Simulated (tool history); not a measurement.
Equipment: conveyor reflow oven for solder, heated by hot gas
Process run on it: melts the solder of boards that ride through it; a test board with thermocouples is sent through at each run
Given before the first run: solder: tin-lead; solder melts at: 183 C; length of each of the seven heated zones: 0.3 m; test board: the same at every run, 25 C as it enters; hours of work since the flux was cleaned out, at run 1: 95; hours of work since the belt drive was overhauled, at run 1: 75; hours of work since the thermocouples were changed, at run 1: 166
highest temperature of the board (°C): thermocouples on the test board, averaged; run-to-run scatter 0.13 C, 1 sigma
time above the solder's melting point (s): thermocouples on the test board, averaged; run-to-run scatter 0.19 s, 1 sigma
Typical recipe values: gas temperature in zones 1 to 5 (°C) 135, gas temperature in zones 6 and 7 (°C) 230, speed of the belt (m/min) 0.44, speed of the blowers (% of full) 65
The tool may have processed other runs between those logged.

run	day	gas temperature in zones 1 to 5 (°C)	gas temperature in zones 6 and 7 (°C)	speed of the belt (m/min)	speed of the blowers (% of full)	hours of work since the flux was cleaned out	hours of work since the belt drive was overhauled	hours of work since the thermocouples were changed	highest temperature of the board (°C)	time above the solder's melting point (s)
1	0	135	230	0.44	65	95	75	166	211.3	54.5
2	0.621	135	230	0.44	76	103	83	174	213.6	56.7
3	1.308	135	230	0.44	76	112	91	183	213.3	57
4	1.854	135	230	0.44	76	119	98	190	213.5	57.1
5	2.392	135	230	0.44	76	126	105	197	213.6	57.1
6	2.971	135	230	0.44	65	133	113	205	211.5	54.5
7	3.4	135	230	0.44	65	139	118	210	211.6	54.8
8	3.779	135	230	0.44	65	144	123	215	211.6	54.4
9	4.058	135	230	0.44	65	147	127	219	211.4	54.5
10	4.658	135	230	0.498	65	155	134	226	207.1	42.9
11	5.292	135	230	0.498	56	163	143	234	205.1	39.9
12	5.7	135	230	0.498	56	168	148	240	204.8	40.1
13	5.988	135	230	0.498	56	172	152	243	205	40
14	6.6	135	230	0.498	56	180	159	251	204.8	39.7
15	7.125	135	230	0.498	56	187	166	258	205	40
16	7.604	121	230	0.48	80	193	172	264	208.6	43.2
17	7.933	140	230	0.48	54	197	177	268	206.8	45.9
18	8.271	140	230	0.368	54	202	181	273	215.6	72.6
# day 8.862: flux residue cleaned out of gas plates and filters
19	9.138	137	230	0.44	85	4	189	281	215.1	59.4
20	9.65	137	230	0.44	85	10	196	288	215.2	59.6
21	10.05	137	242	0.502	85	15	201	293	221.1	55.2
22	10.362	135	241	0.44	78	19	205	297	223.3	64.3
23	10.683	135	242	0.44	65	23	209	301	221.3	63.1
24	11.325	135	242	0.44	65	32	218	309	221.4	62.9
25	11.946	135	243	0.44	83	40	226	317	225.7	66
26	12.362	135	243	0.44	83	45	231	323	225.9	66.1
27	13.008	130	230	0.44	79	53	239	331	213.1	55
28	13.533	135	230	0.44	55	60	246	338	209	51.2
29	13.9	135	230	0.44	55	65	251	343	209.4	51.2
30	14.438	147	230	0.44	70	72	258	350	214.8	62.5

Across each entry between runs, compare the hidden state at the last listed run before it with the hidden state at the first listed run after it:
After run 18, before run 19: flux residue cleaned out of gas plates and filters (day 8.862)
  heat that the gas passes to the board, % of a clean oven's: 99.8 -> 100
